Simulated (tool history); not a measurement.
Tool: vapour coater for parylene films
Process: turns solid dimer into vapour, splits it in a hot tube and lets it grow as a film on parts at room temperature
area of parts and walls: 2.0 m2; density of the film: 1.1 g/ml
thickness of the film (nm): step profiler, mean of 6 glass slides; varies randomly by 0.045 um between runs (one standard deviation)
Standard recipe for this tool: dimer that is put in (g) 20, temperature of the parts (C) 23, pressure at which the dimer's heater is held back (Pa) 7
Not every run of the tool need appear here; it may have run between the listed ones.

run	hour	dimer that is put in (g)	temperature of the parts (C)	pressure at which the dimer's heater is held back (Pa)	thickness of the film (nm)
1	0	20	23	7	5050
2	29.5	20	23	7	5040
3	52.4	20	23	7	5130
4	69.8	20	23	7	4940
5	92.3	20	23	7	4930
6	108.3	20	23	7	4920
7	140.2	20	23	7	4980
8	176.4	20	23	7	5070
9	201.7	20	23	7	4950
10	236.4	20	23	7	4950
11	261.7	20	23	7	4950
12	295.3	20	23	7	4950
13	324.3	20	29	2.31	4800
14	352.7	20	23	10.4	4880
15	372.7	10	17	2.02	2890
16	392.5	20	23	2.13	5260
17	425.2	15	17	2.73	4330
18	443.8	20	23	11.63	4810
19	471.6	31	23	5.34	7740
20	499.5	31	23	5.34	7710
21	525.5	31	23	5.34	7820
22	551.9	31	30	5.99	6700

Run 23 is up next; what results do you expect?
23	574.7	32	20	5.99	?

For run 23 the tool returned thickness of the film (nm) 8230.
Take away the tool's hidden state, keep the run-to-run variation as it was, and the same run would have given thickness of the film (nm) 8580.
